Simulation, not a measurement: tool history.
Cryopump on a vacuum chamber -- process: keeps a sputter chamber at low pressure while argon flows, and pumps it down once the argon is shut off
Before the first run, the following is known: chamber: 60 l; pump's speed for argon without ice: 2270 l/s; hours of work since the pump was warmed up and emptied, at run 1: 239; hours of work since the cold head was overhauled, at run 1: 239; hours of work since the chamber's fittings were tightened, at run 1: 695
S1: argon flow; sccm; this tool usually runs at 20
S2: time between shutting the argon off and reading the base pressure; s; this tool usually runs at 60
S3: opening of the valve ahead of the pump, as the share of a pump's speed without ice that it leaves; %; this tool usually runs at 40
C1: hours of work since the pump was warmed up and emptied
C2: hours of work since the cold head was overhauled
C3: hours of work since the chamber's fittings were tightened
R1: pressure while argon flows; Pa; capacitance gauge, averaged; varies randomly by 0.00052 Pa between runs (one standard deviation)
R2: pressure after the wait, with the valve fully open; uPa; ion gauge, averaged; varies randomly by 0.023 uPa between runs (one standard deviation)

| run | hour | S1 | S2 | S3 | C1 | C2 | C3 | R1 | R2 |
|---|---|---|---|---|---|---|---|---|---|
| 1 | 0 | 20 | 60 | 40 | 239 | 239 | 695 | 0.0373 | 0.93 |
| 2 | 16.7 | 20 | 64 | 40 | 246 | 246 | 703 | 0.0392 | 0.85 |
| 3 | 32.8 | 20 | 64 | 40 | 253 | 253 | 710 | 0.039 | 0.86 |
| 4 | 42.2 | 20 | 64 | 40 | 258 | 258 | 714 | 0.0383 | 0.86 |
| 5 | 56.8 | 20 | 60 | 40 | 264 | 264 | 721 | 0.0386 | 0.85 |
| 6 | 72.7 | 20 | 60 | 40 | 272 | 272 | 728 | 0.0384 | 0.89 |
| 7 | 83.6 | 20 | 60 | 40 | 277 | 277 | 733 | 0.0386 | 0.86 |
| 8 | 95.1 | 20 | 60 | 40 | 282 | 282 | 738 | 0.0382 | 0.93 |
| 9 | 107.5 | 20 | 60 | 40 | 287 | 287 | 744 | 0.0385 | 0.86 |
| 10 | 123.9 | 20 | 60 | 40 | 295 | 295 | 752 | 0.0393 | 0.82 |
| 11 | 140 | 20 | 60 | 40 | 302 | 302 | 759 | 0.0378 | 0.87 |
| 12 | 147.7 | 20 | 60 | 40 | 306 | 306 | 762 | 0.0396 | 0.89 |
| 13 | 160 | 23 | 60 | 40 | 311 | 311 | 768 | 0.0443 | 0.89 |
| 14 | 169.2 | 20 | 251 | 27 | 315 | 315 | 772 | 0.0556 | 0.44 |
| 15 | 186.5 | 17 | 164 | 36 | 323 | 323 | 780 | 0.0357 | 0.52 |
| 16 | 201.1 | 16 | 60 | 49 | 330 | 330 | 787 | 0.0265 | 0.9 |
| 17 | 215.5 | 16 | 60 | 49 | 337 | 337 | 793 | 0.0257 | 0.88 |
| 18 | 223.8 | 12 | 140 | 49 | 340 | 340 | 797 | 0.0188 | 0.58 |
| 19 | 235.3 | 15 | 22 | 20 | 346 | 346 | 802 | 0.0581 | 1.87 |
| 20 | 246 | 15 | 22 | 20 | 350 | 350 | 807 | 0.0566 | 1.91 |
| 21 | 255.6 | 15 | 22 | 20 | 355 | 355 | 811 | 0.0575 | 1.96 |
| 22 | 263.9 | 15 | 22 | 20 | 359 | 359 | 815 | 0.0578 | 1.87 |
| 23 | 273.3 | 15 | 22 | 20 | 363 | 363 | 819 | 0.0565 | 1.93 |
| 24 | 289.7 | 10 | 45 | 40 | 370 | 370 | 827 | 0.0195 | 1.07 |
| 25 | 297.6 | 39 | 74 | 41 | 374 | 374 | 831 | 0.0742 | 0.77 |
| 26 | 307.5 | 22 | 74 | 41 | 378 | 378 | 835 | 0.042 | 0.79 |

Consider 3 possible next runs. They are alternatives, not a sequence: every one starts from the tool as it was left by run 26. What does each give?
| A | 317.1 | 13 | 288 | 31 | 383 | 383 | 839 | ? | ? |
| B | 317.1 | 10 | 108 | 41 | 383 | 383 | 839 | ? | ? |
| C | 317.1 | 20 | 60 | 45 | 383 | 383 | 839 | ? | ? |

| run | R1 | R2 |
|---|---|---|
| A | 0.0319 | 0.44 |
| B | 0.0182 | 0.67 |
| C | 0.034 | 0.9 |
With the hidden condition removed and each run's random variation left untouched, the same runs would have given:
| run | R1 | R2 |
|---|---|---|
| A | 0.0308 | 0.25 |
| B | 0.0174 | 0.47 |
| C | 0.0324 | 0.7 |
